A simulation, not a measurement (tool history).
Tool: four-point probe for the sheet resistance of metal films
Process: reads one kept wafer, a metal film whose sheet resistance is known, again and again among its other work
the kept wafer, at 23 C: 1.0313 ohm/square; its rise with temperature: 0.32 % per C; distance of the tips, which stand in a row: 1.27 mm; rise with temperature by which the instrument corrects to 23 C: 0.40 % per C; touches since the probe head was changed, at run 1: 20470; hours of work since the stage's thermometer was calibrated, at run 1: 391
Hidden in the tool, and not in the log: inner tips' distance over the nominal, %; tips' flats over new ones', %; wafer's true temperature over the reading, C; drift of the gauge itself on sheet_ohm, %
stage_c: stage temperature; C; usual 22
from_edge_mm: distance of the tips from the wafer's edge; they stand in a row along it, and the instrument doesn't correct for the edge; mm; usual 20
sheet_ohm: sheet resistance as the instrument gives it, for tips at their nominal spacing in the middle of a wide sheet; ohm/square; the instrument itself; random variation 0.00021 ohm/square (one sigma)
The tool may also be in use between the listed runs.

run	hour	stage_c	from_edge_mm	touches since the probe head was changed	hours of work since the stage's thermometer was calibrated	sheet_ohm
1	0	22	20	20470	391	1.034171
2	33.4	22	20	21647	407	1.034132
3	56.8	22	20	22475	418	1.03403
4	86.5	22	20	23522	431	1.034406
5	120.5	22	20	24723	447	1.03396
6	138.3	22	20	25349	455	1.033984
7	175.3	22	20	26653	473	1.034558
8	203.4	22	5	27645	486	1.066596
9	220.4	22	5	28244	493	1.066568
10	239.5	22	5	28918	502	1.0666
11	260.2	22	5	29647	512	1.066474
12	296.5	22	5	30931	529	1.066702
13	320.6	22	5	31781	540	1.066646
14	347.8	22	5	32737	552	1.066738
15	387.4	22	20	34136	571	1.034618
16	423.2	21	8	35397	587	1.046628
17	446.6	24	72	36223	598	1.030397
18	474.1	23	4	37192	611	1.084093
19	508.3	35	8	38400	627	1.035725
20	538.5	35	8	39465	641	1.035915
21	564.9	32	23	40396	653	1.026059
22	595.1	32	11	41460	667	1.032153
23	624	22	51	42483	680	1.032309
24	643.8	18	20	43179	690	1.037172
25	661.4	20	3	43802	698	1.123681
26	700.7	20	3	45186	716	1.123573
27	729.2	24	27	46192	729	1.031627
28	764.8	21	40	47449	746	1.033415
29	782.8	25	20	48082	754	1.032072
30	811.9	25	20	49108	767	1.032225

3 ways to go on from here, each from the tool as it stands after run 30. What would each give?
A	844.2	32	73	50247	782	?
B	844.2	21	27	50247	782	?
C	844.2	21	70	50247	782	?

run	sheet_ohm
A	1.0244
B	1.033833
C	1.032679
Without the tool's hidden state the same runs would have given:
run	sheet_ohm
A	1.024537
B	1.033972
C	1.032818
